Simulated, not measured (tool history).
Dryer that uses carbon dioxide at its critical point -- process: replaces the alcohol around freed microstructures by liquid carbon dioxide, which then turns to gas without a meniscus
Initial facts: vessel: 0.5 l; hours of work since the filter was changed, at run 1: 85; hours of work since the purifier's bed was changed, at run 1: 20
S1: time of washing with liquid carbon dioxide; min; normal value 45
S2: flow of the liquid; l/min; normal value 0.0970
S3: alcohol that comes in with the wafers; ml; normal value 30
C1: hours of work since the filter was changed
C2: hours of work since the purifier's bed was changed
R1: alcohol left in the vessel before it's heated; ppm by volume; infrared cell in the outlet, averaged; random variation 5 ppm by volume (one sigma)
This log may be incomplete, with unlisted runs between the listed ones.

run	hour	S1	S2	S3	C1	C2	R1
1	0.0	45	0.0970	30	85	20	32
2	10.9	29	0.0970	30	93	28	402
3	21.3	29	0.0970	30	101	36	390
4	31.6	29	0.0970	62	109	44	827
5	41.5	29	0.0970	62	116	51	842
6	51.4	33	0.0970	30	124	59	221
7	63.7	33	0.0970	30	133	68	226
8	72.5	37	0.0970	30	140	75	131
9	82.2	37	0.0970	30	147	82	137
10	94.2	45	0.0986	30	156	91	56
11	104.7	45	0.0986	30	164	99	69
12	113.8	45	0.0970	30	171	106	65
13	125.2	45	0.0970	30	180	115	67
14	132.5	45	0.0970	30	185	120	67
15	142.7	45	0.0970	43	193	128	87
16	154.8	45	0.0970	43	202	137	88
17	160.4	45	0.0970	43	206	141	84
18	168.6	45	0.0970	43	213	148	102
19	174.3	45	0.0906	43	217	152	126
20	183.9	45	0.0906	43	224	159	130
21	190.7	45	0.1477	56	229	164	58
22	202.6	42	0.0970	44	238	173	147

Forecast run 23:
# hour 211.9: inlet filter changed
23	212.5	45	0.1150	30	0	180	?

{"run 23": {"R1": 59}}
On a tool with no hidden condition, and with the same random variation, this run would have come out at R1 11 ppm by volume.

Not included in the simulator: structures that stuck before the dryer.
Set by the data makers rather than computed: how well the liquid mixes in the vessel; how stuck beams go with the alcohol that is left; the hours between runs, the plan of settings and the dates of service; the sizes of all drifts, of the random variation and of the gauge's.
